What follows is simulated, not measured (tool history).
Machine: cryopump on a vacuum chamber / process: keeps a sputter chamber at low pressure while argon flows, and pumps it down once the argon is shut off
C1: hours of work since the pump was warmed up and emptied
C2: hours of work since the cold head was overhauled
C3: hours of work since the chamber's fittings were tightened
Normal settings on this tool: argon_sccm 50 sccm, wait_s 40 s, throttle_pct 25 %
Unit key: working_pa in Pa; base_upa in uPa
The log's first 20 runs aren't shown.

run 21 day=46.383 | argon_sccm=71 wait_s=40 throttle_pct=15 | C1=218 C2=1784 C3=1102 | working_pa=0.5068 base_upa=2.83
run 22 day=49.429 | argon_sccm=71 wait_s=40 throttle_pct=15 | C1=255 C2=1821 C3=1139 | working_pa=0.5043 base_upa=2.69
run 23 day=51.262 | argon_sccm=71 wait_s=40 throttle_pct=15 | C1=278 C2=1844 C3=1162 | working_pa=0.5061 base_upa=2.81
run 24 day=53.292 | argon_sccm=71 wait_s=40 throttle_pct=15 | C1=303 C2=1869 C3=1187 | working_pa=0.5089 base_upa=2.92
run 25 day=54.954 | argon_sccm=26 wait_s=105 throttle_pct=16 | C1=323 C2=1889 C3=1207 | working_pa=0.1744 base_upa=1.84
run 26 day=57.729 | argon_sccm=59 wait_s=29 throttle_pct=35 | C1=357 C2=1924 C3=1241 | working_pa=0.1844 base_upa=3.57
run 27 day=59.733 | argon_sccm=22 wait_s=40 throttle_pct=45 | C1=382 C2=1948 C3=1266 | working_pa=0.0543 base_upa=2.95
run 28 day=61.071 | argon_sccm=22 wait_s=40 throttle_pct=45 | C1=398 C2=1965 C3=1282 | working_pa=0.0548 base_upa=2.95
run 29 day=63.062 | argon_sccm=32 wait_s=117 throttle_pct=45 | C1=423 C2=1989 C3=1307 | working_pa=0.0799 base_upa=1.92
run 30 day=64.867 | argon_sccm=32 wait_s=117 throttle_pct=45 | C1=445 C2=2011 C3=1329 | working_pa=0.0793 base_upa=1.9
run 31 day=66.946 | argon_sccm=32 wait_s=117 throttle_pct=45 | C1=471 C2=2037 C3=1355 | working_pa=0.0801 base_upa=1.89
run 32 day=68.488 | argon_sccm=32 wait_s=117 throttle_pct=45 | C1=490 C2=2056 C3=1374 | working_pa=0.0804 base_upa=1.93
-- day=69.742 pump warmed up, emptied and cooled again
run 33 day=70.658 | argon_sccm=56 wait_s=218 throttle_pct=19 | C1=11 C2=2080 C3=1398 | working_pa=0.3121 base_upa=1.52

What if the next run were any one of these 3? Each begins from the tool's condition after run 33:
run A day=73.646 | argon_sccm=56 wait_s=172 throttle_pct=55 | C1=48 C2=2117 C3=1435 | working_pa=? base_upa=?
run B day=73.646 | argon_sccm=81 wait_s=164 throttle_pct=34 | C1=48 C2=2117 C3=1435 | working_pa=? base_upa=?
run C day=73.646 | argon_sccm=62 wait_s=78 throttle_pct=46 | C1=48 C2=2117 C3=1435 | working_pa=? base_upa=?

run=A working_pa=0.1103 base_upa=1.69
run=B working_pa=0.2552 base_upa=1.68
run=C working_pa=0.1434 base_upa=2.09
With no hidden state in the tool, these same runs would have given:
run=A working_pa=0.1081 base_upa=0.63
run=B working_pa=0.252 base_upa=0.61
run=C working_pa=0.141 base_upa=1.03
